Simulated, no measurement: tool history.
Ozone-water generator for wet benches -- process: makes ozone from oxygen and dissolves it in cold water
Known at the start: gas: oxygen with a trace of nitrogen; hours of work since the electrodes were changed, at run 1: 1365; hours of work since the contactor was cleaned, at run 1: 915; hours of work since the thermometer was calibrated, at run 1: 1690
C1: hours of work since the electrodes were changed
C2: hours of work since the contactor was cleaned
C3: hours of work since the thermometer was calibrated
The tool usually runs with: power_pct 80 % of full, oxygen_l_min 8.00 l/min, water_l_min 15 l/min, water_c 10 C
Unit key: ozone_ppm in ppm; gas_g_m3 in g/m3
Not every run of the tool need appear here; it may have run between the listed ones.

run 1 day=0.000 | power_pct=80 oxygen_l_min=8.00 water_l_min=15 water_c=10 | C1=1365 C2=915 C3=1690 | ozone_ppm=42.3 gas_g_m3=270.2
run 2 day=5.258 | power_pct=80 oxygen_l_min=8.00 water_l_min=15 water_c=10 | C1=1477 C2=1027 C3=1802 | ozone_ppm=42.1 gas_g_m3=270.8
run 3 day=8.746 | power_pct=80 oxygen_l_min=9.40 water_l_min=15 water_c=10 | C1=1551 C2=1101 C3=1876 | ozone_ppm=42.0 gas_g_m3=250.2
run 4 day=11.521 | power_pct=80 oxygen_l_min=8.00 water_l_min=15 water_c=10 | C1=1610 C2=1161 C3=1936 | ozone_ppm=41.9 gas_g_m3=267.5
run 5 day=14.083 | power_pct=80 oxygen_l_min=8.00 water_l_min=15 water_c=10 | C1=1665 C2=1215 C3=1990 | ozone_ppm=42.1 gas_g_m3=268.8
run 6 day=18.008 | power_pct=80 oxygen_l_min=8.00 water_l_min=15 water_c=18 | C1=1749 C2=1299 C3=2074 | ozone_ppm=35.5 gas_g_m3=265.0
run 7 day=21.746 | power_pct=80 oxygen_l_min=8.00 water_l_min=15 water_c=10 | C1=1828 C2=1379 C3=2154 | ozone_ppm=41.3 gas_g_m3=266.9
run 8 day=26.812 | power_pct=80 oxygen_l_min=8.00 water_l_min=15 water_c=10 | C1=1936 C2=1487 C3=2262 | ozone_ppm=41.0 gas_g_m3=265.8
run 9 day=32.408 | power_pct=80 oxygen_l_min=8.00 water_l_min=15 water_c=10 | C1=2056 C2=1606 C3=2381 | ozone_ppm=41.1 gas_g_m3=263.7
run 10 day=37.550 | power_pct=80 oxygen_l_min=5.74 water_l_min=15 water_c=10 | C1=2166 C2=1716 C3=2491 | ozone_ppm=40.2 gas_g_m3=302.3
run 11 day=43.208 | power_pct=80 oxygen_l_min=11.40 water_l_min=15 water_c=10 | C1=2286 C2=1836 C3=2611 | ozone_ppm=40.8 gas_g_m3=229.3
run 12 day=48.204 | power_pct=80 oxygen_l_min=11.40 water_l_min=15 water_c=10 | C1=2393 C2=1943 C3=2718 | ozone_ppm=40.6 gas_g_m3=228.1
run 13 day=52.104 | power_pct=54 oxygen_l_min=10.42 water_l_min=14 water_c=17 | C1=2476 C2=2026 C3=2801 | ozone_ppm=29.7 gas_g_m3=189.3
run 14 day=55.500 | power_pct=94 oxygen_l_min=10.42 water_l_min=13 water_c=17 | C1=2549 C2=2099 C3=2874 | ozone_ppm=42.0 gas_g_m3=259.0
run 15 day=59.896 | power_pct=54 oxygen_l_min=8.00 water_l_min=17 water_c=10 | C1=2642 C2=2192 C3=2967 | ozone_ppm=29.2 gas_g_m3=209.0
run 16 day=63.554 | power_pct=80 oxygen_l_min=8.00 water_l_min=15 water_c=5 | C1=2720 C2=2271 C3=3046 | ozone_ppm=43.8 gas_g_m3=261.4

What does the tool deliver on the next run?
run 17 day=66.712 | power_pct=80 oxygen_l_min=8.00 water_l_min=15 water_c=5 | C1=2788 C2=2338 C3=3113 | ozone_ppm=? gas_g_m3=?

Run 17 yielded ozone_ppm 44.1 ppm, gas_g_m3 262.0 g/m3.
On a tool with no hidden condition, and with the same random variation, this run would have come out at ozone_ppm 47.9 ppm, gas_g_m3 276.2 g/m3.
